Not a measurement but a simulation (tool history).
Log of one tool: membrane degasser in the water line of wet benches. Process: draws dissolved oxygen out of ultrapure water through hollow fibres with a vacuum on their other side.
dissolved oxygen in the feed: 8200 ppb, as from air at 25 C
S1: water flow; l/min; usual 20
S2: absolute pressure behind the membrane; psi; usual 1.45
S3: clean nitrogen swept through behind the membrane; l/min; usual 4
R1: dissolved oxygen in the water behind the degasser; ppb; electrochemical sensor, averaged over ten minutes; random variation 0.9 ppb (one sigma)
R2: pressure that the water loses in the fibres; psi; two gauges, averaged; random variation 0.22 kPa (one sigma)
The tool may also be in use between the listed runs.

Run 1, day 0: usual settings. Result: R1 85.3 ppb, R2 7.597 psi.
Run 2, day 1.833: usual settings but S3 10.39 l/min. Result: R1 34.4 ppb, R2 7.584 psi.
Run 3, day 3.638: usual settings. Result: R1 85.1 ppb, R2 7.603 psi.
Run 4, day 5.75: usual settings but S1 22 l/min. Result: R1 94.1 ppb, R2 8.321 psi.
Run 5, day 7.288: usual settings but S1 14 l/min. Result: R1 58.5 ppb, R2 5.329 psi.
Run 6, day 9.017: usual settings but S1 14 l/min. Result: R1 58 ppb, R2 5.308 psi.
Run 7, day 11.608: usual settings but S1 14 l/min. Result: R1 58.3 ppb, R2 5.308 psi.
Run 8, day 13.525: usual settings but S3 6.96 l/min. Result: R1 51 ppb, R2 7.564 psi.
Run 9, day 14.967: usual settings but S3 6.96 l/min. Result: R1 51 ppb, R2 7.565 psi.
Run 10, day 17.688: usual settings but S3 2.75 l/min. Result: R1 120.7 ppb, R2 7.533 psi.
Run 11, day 19.996: usual settings. Result: R1 83.7 ppb, R2 7.496 psi.
Run 12, day 22.558: usual settings. Result: R1 85.2 ppb, R2 7.496 psi.
Run 13, day 25.6: usual settings but S1 14 l/min, S3 1.82 l/min. Result: R1 126.6 ppb, R2 5.25 psi.
Run 14, day 28.35: usual settings but S1 14 l/min, S3 1.82 l/min. Result: R1 124.1 ppb, R2 5.316 psi.
Run 15, day 31.271: usual settings but S1 16 l/min, S2 1.02 psi. Result: R1 38.2 ppb, R2 6.044 psi.
Run 16, day 32.912: usual settings but S1 19 l/min, S2 2 psi, S3 9.07 l/min. Result: R1 57.3 ppb, R2 7.162 psi.
Run 17, day 34.446: usual settings but S1 22 l/min, S2 2.7 psi, S3 2.3 l/min. Result: R1 342.9 ppb, R2 8.182 psi.
Run 18, day 36.108: usual settings but S1 16 l/min, S2 1.22 psi, S3 2.3 l/min. Result: R1 87.8 ppb, R2 6 psi.
Run 19, day 38.962: usual settings but S2 3.35 psi, S3 1.71 l/min. Result: R1 514.5 ppb, R2 7.445 psi.
Run 20, day 41.25: usual settings but S2 3.35 psi, S3 1.71 l/min. Result: R1 512.1 ppb, R2 7.509 psi.
Run 21, day 44.017: usual settings but S1 17 l/min, S2 3.35 psi, S3 2.37 l/min. Result: R1 332.2 ppb, R2 6.367 psi.
Run 22, day 45.733: usual settings but S1 31 l/min, S2 1.2 psi, S3 3.77 l/min. Result: R1 132.4 ppb, R2 11.587 psi.
Run 23, day 47.358: usual settings but S1 31 l/min, S2 1.2 psi, S3 3.77 l/min. Result: R1 130.4 ppb, R2 11.612 psi.

Forecast each of these 4 alternatives for the next run:
Run A, day 49.904: usual settings but S1 26 l/min, S2 1.15 psi. Result: R1 ?, R2 ?.
Run B, day 49.904: usual settings but S1 14 l/min, S2 2.25 psi, S3 9.62 l/min. Result: R1 ?, R2 ?.
Run C, day 49.904: usual settings but S1 31 l/min, S2 1.2 psi, S3 5.86 l/min. Result: R1 ?, R2 ?.
Run D, day 49.904: usual settings but S2 2.57 psi, S3 3.77 l/min. Result: R1 ?, R2 ?.

run     R1      R2
  A   87.1   9.686
  B   44.3   5.278
  C   97.2  11.574
  D  188.2   7.451
Without the tool's hidden state the same runs would have given:
run     R1      R2
  A     87   9.861
  B   44.3   5.374
  C   97.2  11.784
  D  188.1   7.585
